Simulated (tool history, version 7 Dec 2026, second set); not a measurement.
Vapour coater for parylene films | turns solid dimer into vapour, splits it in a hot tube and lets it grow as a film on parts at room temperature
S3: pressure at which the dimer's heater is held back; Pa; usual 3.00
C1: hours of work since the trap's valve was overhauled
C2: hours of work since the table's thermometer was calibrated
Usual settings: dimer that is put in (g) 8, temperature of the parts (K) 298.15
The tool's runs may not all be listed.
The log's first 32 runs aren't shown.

-- hour=649.9 trap's valve overhauled
run 33 hour=664.6 | dimer_that_is_put_in_(g)=5 temperature_of_the_parts_(K)=292.15 S3=10.15 | C1=8 C2=949 | thickness_of_the_film_(nm)=3980
run 34 hour=680.9 | dimer_that_is_put_in_(g)=5 temperature_of_the_parts_(K)=292.15 S3=2.09 | C1=17 C2=958 | thickness_of_the_film_(nm)=5060
run 35 hour=693.7 | dimer_that_is_put_in_(g)=8 temperature_of_the_parts_(K)=303.15 S3=8.50 | C1=24 C2=965 | thickness_of_the_film_(nm)=4400
run 36 hour=713.8 | dimer_that_is_put_in_(g)=8 temperature_of_the_parts_(K)=296.15 S3=3.00 | C1=35 C2=976 | thickness_of_the_film_(nm)=6640
run 37 hour=726.8 | dimer_that_is_put_in_(g)=5 temperature_of_the_parts_(K)=298.15 S3=2.82 | C1=42 C2=983 | thickness_of_the_film_(nm)=3910
run 38 hour=749.9 | dimer_that_is_put_in_(g)=5 temperature_of_the_parts_(K)=298.15 S3=2.82 | C1=55 C2=995 | thickness_of_the_film_(nm)=3890
run 39 hour=777.1 | dimer_that_is_put_in_(g)=8 temperature_of_the_parts_(K)=303.15 S3=3.00 | C1=70 C2=1010 | thickness_of_the_film_(nm)=5120
run 40 hour=805.4 | dimer_that_is_put_in_(g)=8 temperature_of_the_parts_(K)=303.15 S3=9.98 | C1=85 C2=1026 | thickness_of_the_film_(nm)=4240
run 41 hour=819.7 | dimer_that_is_put_in_(g)=8 temperature_of_the_parts_(K)=303.15 S3=9.98 | C1=93 C2=1034 | thickness_of_the_film_(nm)=4280
run 42 hour=848.8 | dimer_that_is_put_in_(g)=8 temperature_of_the_parts_(K)=298.15 S3=2.07 | C1=109 C2=1050 | thickness_of_the_film_(nm)=6530
run 43 hour=873.9 | dimer_that_is_put_in_(g)=8 temperature_of_the_parts_(K)=298.15 S3=2.07 | C1=123 C2=1064 | thickness_of_the_film_(nm)=6530
run 44 hour=890.0 | dimer_that_is_put_in_(g)=8 temperature_of_the_parts_(K)=298.15 S3=2.07 | C1=132 C2=1072 | thickness_of_the_film_(nm)=6550
run 45 hour=906.4 | dimer_that_is_put_in_(g)=4 temperature_of_the_parts_(K)=295.15 S3=11.61 | C1=141 C2=1081 | thickness_of_the_film_(nm)=2800
run 46 hour=924.4 | dimer_that_is_put_in_(g)=8 temperature_of_the_parts_(K)=292.15 S3=3.00 | C1=151 C2=1091 | thickness_of_the_film_(nm)=7660
run 47 hour=951.9 | dimer_that_is_put_in_(g)=8 temperature_of_the_parts_(K)=292.15 S3=3.00 | C1=166 C2=1106 | thickness_of_the_film_(nm)=7700

4 ways to go on from here, each from the tool as it stands after run 47. What would each give?
run A hour=982.8 | dimer_that_is_put_in_(g)=5 temperature_of_the_parts_(K)=292.15 S3=3.00 | C1=183 C2=1123 | thickness_of_the_film_(nm)=?
run B hour=982.8 | dimer_that_is_put_in_(g)=4 temperature_of_the_parts_(K)=298.15 S3=7.56 | C1=183 C2=1123 | thickness_of_the_film_(nm)=?
run C hour=982.8 | dimer_that_is_put_in_(g)=8 temperature_of_the_parts_(K)=303.15 S3=4.53 | C1=183 C2=1123 | thickness_of_the_film_(nm)=?
run D hour=982.8 | dimer_that_is_put_in_(g)=8 temperature_of_the_parts_(K)=292.15 S3=2.37 | C1=183 C2=1123 | thickness_of_the_film_(nm)=?

run=A thickness_of_the_film_(nm)=4790
run=B thickness_of_the_film_(nm)=2680
run=C thickness_of_the_film_(nm)=4800
run=D thickness_of_the_film_(nm)=8000
Without the tool's hidden state the same runs would have given:
run=A thickness_of_the_film_(nm)=4800
run=B thickness_of_the_film_(nm)=2680
run=C thickness_of_the_film_(nm)=4810
run=D thickness_of_the_film_(nm)=8010

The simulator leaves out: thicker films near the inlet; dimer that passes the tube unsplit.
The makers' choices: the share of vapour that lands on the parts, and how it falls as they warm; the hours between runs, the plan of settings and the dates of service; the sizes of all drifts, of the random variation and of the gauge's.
